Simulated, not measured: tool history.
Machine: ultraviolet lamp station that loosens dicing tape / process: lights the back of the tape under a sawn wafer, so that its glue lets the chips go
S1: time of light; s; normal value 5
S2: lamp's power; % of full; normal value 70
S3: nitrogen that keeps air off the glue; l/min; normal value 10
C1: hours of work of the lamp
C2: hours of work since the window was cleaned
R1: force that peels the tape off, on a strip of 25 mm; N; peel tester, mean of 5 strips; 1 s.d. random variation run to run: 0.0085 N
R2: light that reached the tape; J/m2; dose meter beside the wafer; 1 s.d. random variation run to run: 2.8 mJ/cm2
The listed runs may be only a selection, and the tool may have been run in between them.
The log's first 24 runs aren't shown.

run   hour  S1  S2  S3   C1   C2     R1    R2
 25  274.5   4  70   5  158   80  1.211  2930
 26  289.9   6  70   4  164   87  0.673  4330
 27    298   6  61   3  168   91   1.13  3770
 28    306   6  61   3  172   94  1.084  3800
 29    321   7  70  14  178  101  0.153  5040
 30  331.3   6  67  12  183  106  0.278  4110
 31  338.7   6  67  12  186  109  0.279  4110
 32  345.4   5  72  11  189  112  0.387  3660
 33    356   4  70  10  194  117  0.744  2810
 34  371.3   4  70  10  201  123  0.734  2810
 35  383.8   4  70  10  206  129  0.748  2830
 36  391.1   8  92  10  209  132  0.122  7460
 37  398.4   8  92  10  213  136  0.114  7400
 38  412.2   7  70   3  219  142  0.651  4900
 39  420.7   5  99   9  223  145  0.229  4910
 40  429.1   4  72  12  226  149  0.631  2860
 41  444.5   5  70  17  233  156  0.324  3470
 42    460   4  73   5  240  163  1.235  2910
 43  471.9   7  73   5  245  168  0.379  5050
 44  481.1   3  66   5  250  172  2.226  1930

Predict each of these 4 candidate next runs independently; none follows another, all start after run 44:
  A  490.2   9  83  13  254  176   ?   ?
  B  490.2   7  88  10  254  176   ?   ?
  C  490.2   3  68   5  254  176   ?   ?
  D  490.2   3  83  10  254  176   ?   ?

run     R1    R2
  A  0.109  7370
  B  0.149  6020
  C  2.078  2010
  D  1.026  2440
With no hidden state in the tool, these same runs would have given:
run     R1    R2
  A  0.104  8610
  B  0.124  7040
  C  1.693  2350
  D  0.755  2860
